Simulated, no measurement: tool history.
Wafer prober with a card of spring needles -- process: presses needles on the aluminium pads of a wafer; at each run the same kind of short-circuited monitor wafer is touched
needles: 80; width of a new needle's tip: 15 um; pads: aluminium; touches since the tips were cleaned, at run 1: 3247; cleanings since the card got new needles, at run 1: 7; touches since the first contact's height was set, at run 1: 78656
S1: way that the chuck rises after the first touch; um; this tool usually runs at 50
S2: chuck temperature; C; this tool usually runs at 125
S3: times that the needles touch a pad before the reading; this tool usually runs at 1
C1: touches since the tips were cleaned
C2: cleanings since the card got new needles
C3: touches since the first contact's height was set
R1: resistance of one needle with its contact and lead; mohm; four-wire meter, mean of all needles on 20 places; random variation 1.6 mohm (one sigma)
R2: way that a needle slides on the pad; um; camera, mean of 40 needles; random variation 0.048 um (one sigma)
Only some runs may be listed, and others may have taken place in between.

{"run": 1, "hour": 0.0, "S1": 50, "S2": 125, "S3": 1, "C1": 3247, "C2": 7, "C3": 78656, "R1": 152, "R2": 13.49}
{"hour": 10.2, "done": "tips cleaned on abrasive film"}
{"run": 2, "hour": 16.7, "S1": 50, "S2": 125, "S3": 1, "C1": 3789, "C2": 8, "C3": 88315, "R1": 150, "R2": 13.47}
{"hour": 26.1, "done": "tips cleaned on abrasive film"}
{"run": 3, "hour": 31.6, "S1": 50, "S2": 125, "S3": 1, "C1": 3197, "C2": 9, "C3": 96967, "R1": 152, "R2": 13.38}
{"hour": 44.1, "done": "tips cleaned on abrasive film"}
{"hour": 61.3, "done": "tips cleaned on abrasive film"}
{"run": 4, "hour": 67.6, "S1": 50, "S2": 125, "S3": 1, "C1": 3642, "C2": 11, "C3": 117790, "R1": 150, "R2": 13.44}
{"hour": 79.6, "done": "tips cleaned on abrasive film"}
{"hour": 95.0, "done": "tips cleaned on abrasive film"}
{"run": 5, "hour": 95.7, "S1": 50, "S2": 125, "S3": 1, "C1": 415, "C2": 13, "C3": 134087, "R1": 150, "R2": 13.41}
{"hour": 111.8, "done": "tips cleaned on abrasive film"}
{"run": 6, "hour": 126.1, "S1": 50, "S2": 125, "S3": 1, "C1": 8317, "C2": 14, "C3": 151707, "R1": 151, "R2": 13.39}
{"hour": 127.9, "done": "tips cleaned on abrasive film"}
{"hour": 144.3, "done": "tips cleaned on abrasive film"}
{"run": 7, "hour": 146.5, "S1": 50, "S2": 125, "S3": 1, "C1": 1239, "C2": 16, "C3": 163472, "R1": 151, "R2": 13.39}
{"hour": 161.8, "done": "tips cleaned on abrasive film"}
{"hour": 179.5, "done": "tips cleaned on abrasive film"}
{"hour": 179.8, "done": "height of the first contact set anew"}
{"run": 8, "hour": 180.3, "S1": 50, "S2": 125, "S3": 2, "C1": 313, "C2": 18, "C3": 313, "R1": 154, "R2": 13.33}
{"hour": 196.9, "done": "tips cleaned on abrasive film"}
{"run": 9, "hour": 210.0, "S1": 50, "S2": 125, "S3": 2, "C1": 7631, "C2": 19, "C3": 17561, "R1": 151, "R2": 13.32}
{"hour": 215.1, "done": "tips cleaned on abrasive film"}
{"run": 10, "hour": 230.2, "S1": 42, "S2": 125, "S3": 1, "C1": 8798, "C2": 20, "C3": 29247, "R1": 157, "R2": 11.2}
{"hour": 233.6, "done": "tips cleaned on abrasive film"}
{"run": 11, "hour": 247.4, "S1": 50, "S2": 125, "S3": 1, "C1": 8057, "C2": 21, "C3": 39246, "R1": 150, "R2": 13.24}
{"hour": 250.8, "done": "tips cleaned on abrasive film"}
{"hour": 267.4, "done": "tips cleaned on abrasive film"}
{"run": 12, "hour": 269.3, "S1": 50, "S2": 125, "S3": 1, "C1": 1077, "C2": 23, "C3": 51846, "R1": 148, "R2": 13.39}
{"hour": 283.7, "done": "tips cleaned on abrasive film"}
{"run": 13, "hour": 287.6, "S1": 50, "S2": 125, "S3": 1, "C1": 2301, "C2": 24, "C3": 62494, "R1": 152, "R2": 13.32}
{"hour": 299.6, "done": "tips cleaned on abrasive film"}
{"hour": 317.0, "done": "tips cleaned on abrasive film"}
{"run": 14, "hour": 323.0, "S1": 50, "S2": 125, "S3": 1, "C1": 3500, "C2": 26, "C3": 83010, "R1": 149, "R2": 13.3}
{"hour": 333.6, "done": "tips cleaned on abrasive film"}
{"run": 15, "hour": 338.2, "S1": 50, "S2": 125, "S3": 2, "C1": 2655, "C2": 27, "C3": 91777, "R1": 151, "R2": 13.37}
{"hour": 351.5, "done": "tips cleaned on abrasive film"}
{"run": 16, "hour": 360.4, "S1": 50, "S2": 125, "S3": 2, "C1": 5224, "C2": 28, "C3": 104676, "R1": 148, "R2": 13.15}
{"hour": 369.0, "done": "tips cleaned on abrasive film"}
{"hour": 384.7, "done": "tips cleaned on abrasive film"}
{"run": 17, "hour": 388.6, "S1": 50, "S2": 125, "S3": 2, "C1": 2286, "C2": 30, "C3": 120997, "R1": 150, "R2": 13.28}
{"hour": 400.5, "done": "tips cleaned on abrasive film"}
{"run": 18, "hour": 405.5, "S1": 47, "S2": 38, "S3": 1, "C1": 2946, "C2": 31, "C3": 130798, "R1": 137, "R2": 12.34}
{"hour": 416.3, "done": "tips cleaned on abrasive film"}
{"run": 19, "hour": 427.3, "S1": 50, "S2": 87, "S3": 1, "C1": 6460, "C2": 32, "C3": 143444, "R1": 144, "R2": 13.24}
{"hour": 434.5, "done": "tips cleaned on abrasive film"}
{"hour": 451.8, "done": "tips cleaned on abrasive film"}
{"run": 20, "hour": 462.7, "S1": 36, "S2": 125, "S3": 1, "C1": 6348, "C2": 34, "C3": 163899, "R1": 158, "R2": 9.5}
{"hour": 467.0, "done": "gauge calibrated"}
{"hour": 467.1, "done": "tips cleaned on abrasive film"}
{"hour": 485.3, "done": "tips cleaned on abrasive film"}
{"run": 21, "hour": 493.8, "S1": 35, "S2": 38, "S3": 1, "C1": 4975, "C2": 36, "C3": 181944, "R1": 146, "R2": 9.45}
{"hour": 496.4, "done": "height of the first contact set anew"}
{"hour": 502.1, "done": "tips cleaned on abrasive film"}
{"run": 22, "hour": 512.7, "S1": 35, "S2": 38, "S3": 1, "C1": 6207, "C2": 37, "C3": 9441, "R1": 143, "R2": 9.41}
{"hour": 519.5, "done": "tips cleaned on abrasive film"}
{"hour": 536.8, "done": "tips cleaned on abrasive film"}
{"run": 23, "hour": 549.3, "S1": 63, "S2": 30, "S3": 1, "C1": 7313, "C2": 39, "C3": 30650, "R1": 135, "R2": 16.96}
{"hour": 554.2, "done": "tips cleaned on abrasive film"}
{"run": 24, "hour": 565.8, "S1": 63, "S2": 30, "S3": 1, "C1": 6739, "C2": 40, "C3": 40176, "R1": 131, "R2": 16.87}
{"hour": 570.4, "done": "tips cleaned on abrasive film"}
{"run": 25, "hour": 582.4, "S1": 32, "S2": 40, "S3": 1, "C1": 6979, "C2": 41, "C3": 49798, "R1": 147, "R2": 8.58}
{"hour": 587.6, "done": "tips cleaned on abrasive film"}
{"hour": 604.5, "done": "tips cleaned on abrasive film"}
{"run": 26, "hour": 614.6, "S1": 32, "S2": 40, "S3": 1, "C1": 5882, "C2": 43, "C3": 68446, "R1": 149, "R2": 8.62}
{"hour": 621.3, "done": "tips cleaned on abrasive film"}
{"run": 27, "hour": 635.8, "S1": 50, "S2": 125, "S3": 3, "C1": 8454, "C2": 44, "C3": 80731, "R1": 153, "R2": 13.34}
{"hour": 639.0, "done": "tips cleaned on abrasive film"}
{"hour": 656.1, "done": "tips cleaned on abrasive film"}
{"run": 28, "hour": 661.2, "S1": 65, "S2": 125, "S3": 3, "C1": 2964, "C2": 46, "C3": 95430, "R1": 147, "R2": 17.32}
{"hour": 672.5, "done": "tips cleaned on abrasive film"}
{"run": 29, "hour": 682.1, "S1": 65, "S2": 125, "S3": 3, "C1": 5631, "C2": 47, "C3": 107582, "R1": 145, "R2": 17.31}
{"hour": 688.9, "done": "tips cleaned on abrasive film"}
{"run": 30, "hour": 699.7, "S1": 32, "S2": 62, "S3": 2, "C1": 6327, "C2": 48, "C3": 117762, "R1": 151, "R2": 8.51}

Hidden state or all else? Some run-to-run changes of R2, split into what the settings, what came in and random variation would give without the hidden state, and what is left for the hidden state (with any gauge scatter that isn't in both results):
The tool's hidden condition here consists of: debris on the tips, nm; way that the needles fall short of the set height, um; tips' diameter, um; drift of the gauge itself on contact_mohm, %; drift of the gauge itself on scrub_um, %.
Run 19 -> 20: S1 50 -> 36, S2 87 -> 125, tips cleaned on abrasive film, tips cleaned on abrasive film. R2 -3.74 um: hidden state +0.06, all else -3.80.
Run 20 -> 21: S1 36 -> 35, S2 125 -> 38, gauge calibrated, tips cleaned on abrasive film, tips cleaned on abrasive film. R2 -0.05 um: hidden state +0.20, all else -0.25.
Run 22 -> 23: S1 35 -> 63, S2 38 -> 30, tips cleaned on abrasive film, tips cleaned on abrasive film. R2 +7.55 um: hidden state -0.05, all else +7.60.
Run 24 -> 25: S1 63 -> 32, S2 30 -> 40, tips cleaned on abrasive film. R2 -8.29 um: hidden state +0.03, all else -8.32.
Run 29 -> 30: S1 65 -> 32, S2 125 -> 62, S3 3 -> 2, tips cleaned on abrasive film. R2 -8.80 um: hidden state +0.08, all else -8.88.
